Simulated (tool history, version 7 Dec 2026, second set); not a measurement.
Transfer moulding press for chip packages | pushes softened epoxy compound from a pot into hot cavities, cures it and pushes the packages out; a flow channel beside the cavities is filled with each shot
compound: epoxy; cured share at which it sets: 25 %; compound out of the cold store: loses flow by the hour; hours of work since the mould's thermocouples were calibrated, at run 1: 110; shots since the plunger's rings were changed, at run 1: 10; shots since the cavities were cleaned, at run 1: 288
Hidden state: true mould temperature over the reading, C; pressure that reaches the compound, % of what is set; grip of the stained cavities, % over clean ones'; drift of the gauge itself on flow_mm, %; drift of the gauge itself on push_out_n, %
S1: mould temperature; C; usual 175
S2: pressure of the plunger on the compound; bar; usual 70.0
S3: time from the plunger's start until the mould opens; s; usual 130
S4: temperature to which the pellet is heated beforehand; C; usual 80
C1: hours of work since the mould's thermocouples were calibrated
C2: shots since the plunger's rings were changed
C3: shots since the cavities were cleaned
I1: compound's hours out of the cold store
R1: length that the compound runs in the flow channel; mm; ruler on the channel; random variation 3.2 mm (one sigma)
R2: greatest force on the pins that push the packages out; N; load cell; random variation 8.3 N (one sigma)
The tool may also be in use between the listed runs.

| run | hour | S1 | S2 | S3 | S4 | C1 | C2 | C3 | I1 | R1 | R2 |
|---|---|---|---|---|---|---|---|---|---|---|---|
| 1 | 0.0 | 175 | 70.0 | 130 | 80 | 110 | 10 | 288 | 35.0 | 864 | 574 |
| 2 | 28.2 | 175 | 70.0 | 140 | 80 | 128 | 286 | 564 | 14.7 | 1023 | 613 |
| 3 | 55.3 | 175 | 70.0 | 130 | 80 | 145 | 551 | 829 | 16.9 | 990 | 742 |
| 4 | 82.2 | 175 | 70.0 | 130 | 80 | 162 | 814 | 1092 | 20.4 | 961 | 751 |
|  | 87.8 | cavities cleaned with cleaning compound and waxed |
| 5 | 135.0 | 175 | 65.0 | 130 | 80 | 195 | 1315 | 461 | 41.7 | 774 | 580 |
| 6 | 186.4 | 175 | 65.0 | 130 | 80 | 228 | 1819 | 965 | 32.1 | 832 | 711 |
|  | 204.0 | cavities cleaned with cleaning compound and waxed |
| 7 | 220.9 | 175 | 70.0 | 130 | 80 | 249 | 2141 | 166 | 46.6 | 764 | 463 |
| 8 | 257.7 | 175 | 70.0 | 130 | 80 | 272 | 2501 | 526 | 31.0 | 864 | 621 |
| 9 | 297.3 | 175 | 86.4 | 130 | 80 | 298 | 2887 | 912 | 23.7 | 1017 | 694 |
|  | 322.4 | cavities cleaned with cleaning compound and waxed |
| 10 | 351.8 | 175 | 86.4 | 130 | 80 | 331 | 3406 | 287 | 8.4 | 1145 | 581 |
|  | 364.5 | plunger's sealing rings changed |
| 11 | 392.0 | 175 | 86.4 | 130 | 80 | 355 | 268 | 655 | 13.6 | 1146 | 706 |
| 12 | 430.4 | 175 | 86.4 | 130 | 80 | 380 | 644 | 1031 | 30.1 | 988 | 761 |
|  | 441.1 | cavities cleaned with cleaning compound and waxed |
| 13 | 467.3 | 175 | 86.4 | 130 | 80 | 403 | 990 | 257 | 25.0 | 1029 | 558 |
| 14 | 503.1 | 175 | 86.4 | 130 | 80 | 425 | 1339 | 606 | 39.5 | 908 | 647 |
|  | 523.4 | mould's thermocouples calibrated |
| 15 | 540.5 | 169 | 86.4 | 130 | 80 | 11 | 1686 | 953 | 38.5 | 934 | 1005 |
|  | 561.7 | cavities cleaned with cleaning compound and waxed |
| 16 | 577.4 | 175 | 84.9 | 130 | 74 | 33 | 2032 | 154 | 23.0 | 1030 | 487 |
| 17 | 624.8 | 175 | 84.9 | 130 | 74 | 64 | 2496 | 618 | 40.0 | 884 | 649 |
| 18 | 666.6 | 178 | 70.0 | 130 | 80 | 90 | 2904 | 1026 | 24.8 | 891 | 699 |
|  | 680.7 | cavities cleaned with cleaning compound and waxed |
| 19 | 700.7 | 178 | 70.0 | 130 | 80 | 111 | 3223 | 196 | 39.7 | 790 | 460 |
|  | 733.0 | plunger's sealing rings changed |
| 20 | 746.0 | 168 | 64.6 | 127 | 80 | 139 | 127 | 614 | 23.0 | 938 | 1050 |
| 21 | 780.3 | 173 | 86.2 | 130 | 80 | 160 | 463 | 950 | 46.3 | 873 | 758 |
|  | 802.1 | cavities cleaned with cleaning compound and waxed |
| 22 | 834.2 | 171 | 64.9 | 122 | 81 | 194 | 975 | 314 | 16.6 | 978 | 842 |
| 23 | 873.8 | 168 | 70.0 | 113 | 81 | 219 | 1362 | 701 | 37.9 | 854 | 1278 |
| 24 | 910.4 | 168 | 70.0 | 113 | 81 | 242 | 1720 | 1059 | 15.3 | 1018 | 1588 |
|  | 920.5 | cavities cleaned with cleaning compound and waxed |
| 25 | 951.4 | 178 | 54.3 | 129 | 87 | 268 | 2105 | 301 | 33.6 | 738 | 483 |
| 26 | 976.3 | 173 | 54.3 | 129 | 87 | 284 | 2349 | 545 | 15.4 | 872 | 685 |

Forecast run 27:
| 27 | 1003.2 | 173 | 52.5 | 129 | 86 | 301 | 2612 | 808 | 45.1 | ? | ? |

Run 27 gave R1 665 mm, R2 752 N.
Without the tool's hidden state the same run would have given R1 690 mm, R2 391 N.

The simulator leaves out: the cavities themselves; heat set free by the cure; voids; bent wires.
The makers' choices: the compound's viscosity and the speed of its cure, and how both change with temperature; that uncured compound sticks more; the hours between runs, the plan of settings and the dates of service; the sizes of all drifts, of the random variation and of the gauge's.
